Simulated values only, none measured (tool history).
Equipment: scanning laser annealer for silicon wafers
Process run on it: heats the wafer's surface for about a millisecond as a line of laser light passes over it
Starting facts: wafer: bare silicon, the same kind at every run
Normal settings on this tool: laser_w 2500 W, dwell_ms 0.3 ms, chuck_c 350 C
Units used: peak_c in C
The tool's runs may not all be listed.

| run | hour | laser_w | dwell_ms | chuck_c | peak_c |
|---|---|---|---|---|---|
| 1 | 0 | 2500 | 0.3 | 350 | 1132 |
| 2 | 20.9 | 2233 | 0.3 | 350 | 1029 |
| 3 | 37.6 | 2233 | 0.3 | 350 | 1027 |
| 4 | 65.3 | 2233 | 0.3 | 350 | 1026 |
| 5 | 87.8 | 2233 | 0.3 | 350 | 1026 |
| 6 | 108.4 | 2233 | 0.3 | 350 | 1023 |
| 7 | 134.2 | 2292 | 0.254 | 326 | 954 |
| 8 | 150.1 | 2500 | 0.3 | 384 | 1156 |
| 9 | 174.8 | 2500 | 0.3 | 384 | 1155 |
| 10 | 201.2 | 2500 | 0.3 | 384 | 1151 |
| 11 | 215.8 | 2523 | 0.249 | 322 | 1016 |

Branching from run 11: 5 alternative next runs. What would each branch give?
| A | 234.3 | 2405 | 0.283 | 354 | ? |
| B | 234.3 | 2326 | 0.3 | 320 | ? |
| C | 234.3 | 2190 | 0.373 | 338 | ? |
| D | 234.3 | 2264 | 0.292 | 350 | ? |
| E | 234.3 | 2553 | 0.249 | 322 | ? |

| run | peak_c |
|---|---|
| A | 1058 |
| B | 1022 |
| C | 1074 |
| D | 1018 |
| E | 1025 |
Without the tool's unlogged condition, the same runs would have read:
| run | peak_c |
|---|---|
| A | 1108 |
| B | 1072 |
| C | 1127 |
| D | 1065 |
| E | 1075 |
